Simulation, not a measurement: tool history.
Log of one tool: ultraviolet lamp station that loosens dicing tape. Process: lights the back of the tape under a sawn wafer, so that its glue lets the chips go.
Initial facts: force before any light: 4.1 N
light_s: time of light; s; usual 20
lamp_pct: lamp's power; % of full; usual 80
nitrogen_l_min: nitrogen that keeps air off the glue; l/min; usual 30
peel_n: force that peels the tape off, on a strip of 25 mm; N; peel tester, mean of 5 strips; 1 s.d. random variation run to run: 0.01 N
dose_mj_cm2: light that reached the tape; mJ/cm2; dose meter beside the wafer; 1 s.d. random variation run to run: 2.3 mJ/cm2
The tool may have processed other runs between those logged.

run	day	light_s	lamp_pct	nitrogen_l_min	peel_n	dose_mj_cm2
1	0.000	20	80	30	0.562	217
2	1.542	20	80	30	0.569	217
3	3.962	20	80	30	0.568	212
4	6.833	20	80	30	0.625	206
# day 6.975: window cleaned of glue's vapour
5	8.196	33	80	30	0.245	326
6	10.779	33	80	30	0.262	323
# day 12.233: window cleaned of glue's vapour, once more
7	12.958	33	80	30	0.215	356
8	15.458	33	60	20	0.505	262
9	17.138	33	61	20	0.490	260
10	19.383	20	70	11	1.273	183
11	21.562	20	70	11	1.272	172

For each run, the measured value with the value that run would have given without the tool's hidden condition subtracted. The run-to-run variation is shared by both, the gauge scatter possibly not:
Hidden state present: lamp's light, % of a new lamp's; light that the window lets through, % of a clean one's; drift of the gauge itself on peel_n, %; drift of the gauge itself on dose_mj_cm2, %.
run	peel_n	dose_mj_cm2
1	+0.121	-29
2	+0.131	-32
3	+0.146	-36
4	+0.176	-40
5	+0.090	-79
6	+0.101	-86
7	+0.053	-54
8	+0.138	-45
9	+0.142	-48
10	+0.267	-37
11	+0.285	-39
